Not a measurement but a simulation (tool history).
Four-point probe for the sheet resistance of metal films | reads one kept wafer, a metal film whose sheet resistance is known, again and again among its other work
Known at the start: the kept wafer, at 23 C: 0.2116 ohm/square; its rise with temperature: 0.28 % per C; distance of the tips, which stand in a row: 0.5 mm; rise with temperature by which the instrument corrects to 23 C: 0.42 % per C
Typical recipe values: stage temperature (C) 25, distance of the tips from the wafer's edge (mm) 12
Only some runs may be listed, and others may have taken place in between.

run   hour  stage temperature (C)  distance of the tips from the wafer's edge (mm)  sheet resistance as the instrument gives it (ohm/square)
  1    0.0                     25                                               12                                                  0.211569
  2    7.8                     25                                                6                                                  0.212150
  3   16.1                     22                                               12                                                  0.212373
  4   31.7                     22                                               12                                                  0.212383
  5   39.7                     22                                               12                                                  0.212431
  6   50.8                     22                                               12                                                  0.212514
  7   69.6                     25                                               12                                                  0.211595
  8   77.6                     25                                               12                                                  0.211633
  9   90.7                     25                                               12                                                  0.211620
 10  103.2                     25                                               12                                                  0.211537
 11  122.3                     25                                               12                                                  0.211610
 12  132.1                     19                                               41                                                  0.213235
 13  143.9                     19                                               41                                                  0.213206
 14  154.9                     30                                               41                                                  0.210099
 15  166.3                     34                                               23                                                  0.209076

Below are 5 alternative next runs, each starting from the tool's condition after run 15. Predict each:
  A  176.9                     28                                               14                                                         ?
  B  176.9                     24                                               26                                                         ?
  C  176.9                     25                                                5                                                         ?
  D  176.9                     34                                                5                                                         ?
  E  176.9                     31                                               64                                                         ?

run  sheet resistance as the instrument gives it (ohm/square)
  A                                                  0.210804
  B                                                  0.211815
  C                                                  0.212629
  D                                                  0.210132
  E                                                  0.209860
Had the tool no hidden state, the same runs would have come out as:
run  sheet resistance as the instrument gives it (ohm/square)
  A                                                  0.210380
  B                                                  0.211388
  C                                                  0.212201
  D                                                  0.209710
  E                                                  0.209438

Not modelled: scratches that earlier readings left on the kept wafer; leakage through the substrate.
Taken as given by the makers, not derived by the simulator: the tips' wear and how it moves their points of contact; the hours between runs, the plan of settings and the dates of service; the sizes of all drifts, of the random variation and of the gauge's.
